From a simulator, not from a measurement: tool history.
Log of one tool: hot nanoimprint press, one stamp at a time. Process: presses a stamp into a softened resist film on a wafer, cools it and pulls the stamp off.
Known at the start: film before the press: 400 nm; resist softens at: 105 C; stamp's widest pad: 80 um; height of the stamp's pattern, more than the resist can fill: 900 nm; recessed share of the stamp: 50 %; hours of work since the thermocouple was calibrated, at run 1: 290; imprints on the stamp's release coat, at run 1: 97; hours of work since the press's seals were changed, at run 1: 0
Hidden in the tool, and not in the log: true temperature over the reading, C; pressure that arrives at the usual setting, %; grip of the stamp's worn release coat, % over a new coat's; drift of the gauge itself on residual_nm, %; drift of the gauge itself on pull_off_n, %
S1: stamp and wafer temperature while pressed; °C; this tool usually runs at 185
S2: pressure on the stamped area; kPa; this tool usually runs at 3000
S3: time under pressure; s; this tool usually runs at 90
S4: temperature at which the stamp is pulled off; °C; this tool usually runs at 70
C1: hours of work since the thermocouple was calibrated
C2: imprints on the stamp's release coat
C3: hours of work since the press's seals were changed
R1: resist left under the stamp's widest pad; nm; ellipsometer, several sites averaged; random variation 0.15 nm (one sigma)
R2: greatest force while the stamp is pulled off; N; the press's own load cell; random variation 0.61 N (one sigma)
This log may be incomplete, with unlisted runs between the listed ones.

run	day	S1	S2	S3	S4	C1	C2	C3	R1	R2
1	0	185	3000	90	70	290	97	0	216.4	110.8
2	0.446	185	3000	90	70	297	122	7	216.4	111
3	1.429	185	3000	90	70	312	177	22	216.3	112.9
4	2.021	185	3000	90	70	321	210	32	216	112.9
5	2.508	185	3000	90	70	329	238	39	216.1	114.1
6	3.046	188	3000	90	70	337	268	48	202.7	113.3
7	3.7	188	3000	90	70	348	305	58	202.8	115.1
8	4.617	179	3000	90	70	362	356	72	245	116.1
# day 5.571: plate thermocouple calibrated
9	5.675	179	3000	90	70	2	409	87	249.9	117.6
10	6.396	179	3000	90	70	13	449	98	249.7	117.4
11	7.067	185	3000	90	70	23	487	109	219.7	118.1
12	7.588	185	3000	90	70	32	516	117	219.6	118.2
13	8.15	185	3000	90	70	40	548	126	219.7	119.5
14	9.004	185	3000	90	70	54	596	139	219.9	120.2

Expected results for the next run?
15	9.529	185	3000	90	70	62	626	147	?	?

{"run 15": {"R1": 219.4, "R2": 121.8}}
If the tool had no hidden condition, the same run with the same run-to-run variation would have returned R1 219.3 nm, R2 110.9 N.
